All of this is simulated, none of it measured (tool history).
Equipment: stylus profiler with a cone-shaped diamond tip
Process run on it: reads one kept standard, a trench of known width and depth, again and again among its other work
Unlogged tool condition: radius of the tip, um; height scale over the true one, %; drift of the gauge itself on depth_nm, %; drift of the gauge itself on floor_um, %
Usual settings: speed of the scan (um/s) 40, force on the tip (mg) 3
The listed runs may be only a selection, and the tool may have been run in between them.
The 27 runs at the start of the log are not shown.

run    hour  speed of the scan (um/s)  force on the tip (mg)  scans with this tip  hours of work since the height scale was calibrated  depth of the trench (nm)  width of the trench's floor (µm)
 28  1342.6                        78                   2.69                 2277                                                  162                    504.98                             95.04
 29  1385.6                        68                    7.1                 2723                                                  196                    509.84                             95.28
 30    1440                        68                    7.1                 3286                                                  237                    509.56                             95.25
 31  1479.1                        68                    7.1                 3691                                                  267                    509.97                             95.27
 32  1509.4                        27                    6.6                 4004                                                  291                    509.13                             95.33
 33  1575.8                        27                    1.9                 4691                                                  342                    503.59                             95.23
 34  1637.8                        27                    1.9                 5333                                                  389                    503.57                             95.16
 35  1708.5                       156                   1.19                 6066                                                  443                    502.15                             94.25
 36  1759.4                        56                    5.9                 6593                                                  483                    508.19                             95.13

4 options for the next run, each taken on its own from the tool as it stands now. Forecast them:
  A  1825.2                       145                   4.71                 7273                                                  533                         ?                                 ?
  B  1825.2                       141                    5.9                 7273                                                  533                         ?                                 ?
  C  1825.2                        39                   2.46                 7273                                                  533                         ?                                 ?
  D  1825.2                        18                   5.75                 7273                                                  533                         ?                                 ?

run  depth of the trench (nm)  width of the trench's floor (µm)
  A                    506.66                             94.77
  B                    507.99                             94.83
  C                    503.95                             95.12
  D                    507.55                             95.15
Without the tool's unlogged condition, the same runs would have read:
run  depth of the trench (nm)  width of the trench's floor (µm)
  A                    507.88                             95.17
  B                    509.22                             95.24
  C                    505.16                             95.53
  D                    508.78                             95.56

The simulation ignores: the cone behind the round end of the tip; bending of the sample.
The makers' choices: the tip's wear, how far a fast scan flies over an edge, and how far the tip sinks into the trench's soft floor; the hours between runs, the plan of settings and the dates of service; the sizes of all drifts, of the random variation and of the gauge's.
